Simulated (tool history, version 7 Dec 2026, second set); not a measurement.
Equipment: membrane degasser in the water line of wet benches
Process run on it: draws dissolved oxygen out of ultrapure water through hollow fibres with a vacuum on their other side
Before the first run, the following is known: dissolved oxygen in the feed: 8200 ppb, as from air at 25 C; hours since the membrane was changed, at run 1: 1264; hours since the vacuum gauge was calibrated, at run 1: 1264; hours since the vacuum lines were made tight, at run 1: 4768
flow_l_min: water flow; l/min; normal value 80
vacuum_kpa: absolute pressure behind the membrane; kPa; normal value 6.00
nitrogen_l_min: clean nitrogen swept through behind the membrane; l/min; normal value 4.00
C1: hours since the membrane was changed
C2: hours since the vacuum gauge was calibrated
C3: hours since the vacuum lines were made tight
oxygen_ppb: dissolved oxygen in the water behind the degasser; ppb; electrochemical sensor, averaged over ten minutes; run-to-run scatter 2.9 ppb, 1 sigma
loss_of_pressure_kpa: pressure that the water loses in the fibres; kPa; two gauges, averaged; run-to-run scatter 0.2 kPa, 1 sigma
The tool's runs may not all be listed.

Run 1, hour 0.0: usual settings; C1 1264; C2 1264; C3 4768. Result: oxygen_ppb 306.1 ppb, loss_of_pressure_kpa 46.15 kPa.
Run 2, hour 278.9: usual settings; C1 1543; C2 1543; C3 5047. Result: oxygen_ppb 311.2 ppb, loss_of_pressure_kpa 46.29 kPa.
Run 3, hour 433.1: usual settings; C1 1697; C2 1697; C3 5201. Result: oxygen_ppb 307.7 ppb, loss_of_pressure_kpa 46.38 kPa.
Run 4, hour 740.1: usual settings; C1 2004; C2 2004; C3 5508. Result: oxygen_ppb 319.3 ppb, loss_of_pressure_kpa 46.75 kPa.
Run 5, hour 898.4: usual settings; C1 2163; C2 2163; C3 5666. Result: oxygen_ppb 308.9 ppb, loss_of_pressure_kpa 46.52 kPa.
At hour 982.0: seals of the vacuum lines changed.
Run 6, hour 1105.8: usual settings but vacuum_kpa 4.54 kPa, nitrogen_l_min 2.51 l/min; C1 2368; C2 2368; C3 124. Result: oxygen_ppb 290.4 ppb, loss_of_pressure_kpa 46.63 kPa.
Run 7, hour 1398.3: usual settings but vacuum_kpa 4.54 kPa, nitrogen_l_min 2.51 l/min; C1 2660; C2 2660; C3 416. Result: oxygen_ppb 290.0 ppb, loss_of_pressure_kpa 47.08 kPa.
Run 8, hour 1673.8: usual settings but flow_l_min 59 l/min, vacuum_kpa 4.16 kPa, nitrogen_l_min 2.84 l/min; C1 2936; C2 2936; C3 692. Result: oxygen_ppb 175.0 ppb, loss_of_pressure_kpa 34.58 kPa.
Run 9, hour 1973.7: usual settings but flow_l_min 59 l/min, vacuum_kpa 4.16 kPa, nitrogen_l_min 2.84 l/min; C1 3236; C2 3236; C3 992. Result: oxygen_ppb 177.9 ppb, loss_of_pressure_kpa 34.77 kPa.
Run 10, hour 2200.7: usual settings but flow_l_min 59 l/min, vacuum_kpa 4.16 kPa, nitrogen_l_min 2.84 l/min; C1 3463; C2 3463; C3 1219. Result: oxygen_ppb 174.5 ppb, loss_of_pressure_kpa 34.53 kPa.

Predict each of these 5 candidate next runs independently; none follows another, all start after run 10:
Run A, hour 2456.0: usual settings but flow_l_min 79 l/min, vacuum_kpa 9.18 kPa, nitrogen_l_min 3.72 l/min; C1 3718; C2 3718; C3 1474. Result: oxygen_ppb ?, loss_of_pressure_kpa ?.
Run B, hour 2456.0: usual settings but flow_l_min 74 l/min, vacuum_kpa 7.14 kPa, nitrogen_l_min 5.90 l/min; C1 3718; C2 3718; C3 1474. Result: oxygen_ppb ?, loss_of_pressure_kpa ?.
Run C, hour 2456.0: usual settings but vacuum_kpa 6.99 kPa; C1 3718; C2 3718; C3 1474. Result: oxygen_ppb ?, loss_of_pressure_kpa ?.
Run D, hour 2456.0: usual settings but flow_l_min 56 l/min, vacuum_kpa 14.17 kPa, nitrogen_l_min 4.77 l/min; C1 3718; C2 3718; C3 1474. Result: oxygen_ppb ?, loss_of_pressure_kpa ?.
Run E, hour 2456.0: usual settings but vacuum_kpa 8.39 kPa; C1 3718; C2 3718; C3 1474. Result: oxygen_ppb ?, loss_of_pressure_kpa ?.

run  oxygen_ppb  loss_of_pressure_kpa
  A       467.4                 47.10
  B       291.9                 43.83
  C       376.1                 47.49
  D       409.4                 33.37
  E       431.6                 47.32
Without the tool's unlogged condition, the same runs would have read:
run  oxygen_ppb  loss_of_pressure_kpa
  A       430.8                 45.31
  B       260.4                 42.16
  C       338.2                 45.69
  D       385.2                 32.10
  E       394.3                 45.52

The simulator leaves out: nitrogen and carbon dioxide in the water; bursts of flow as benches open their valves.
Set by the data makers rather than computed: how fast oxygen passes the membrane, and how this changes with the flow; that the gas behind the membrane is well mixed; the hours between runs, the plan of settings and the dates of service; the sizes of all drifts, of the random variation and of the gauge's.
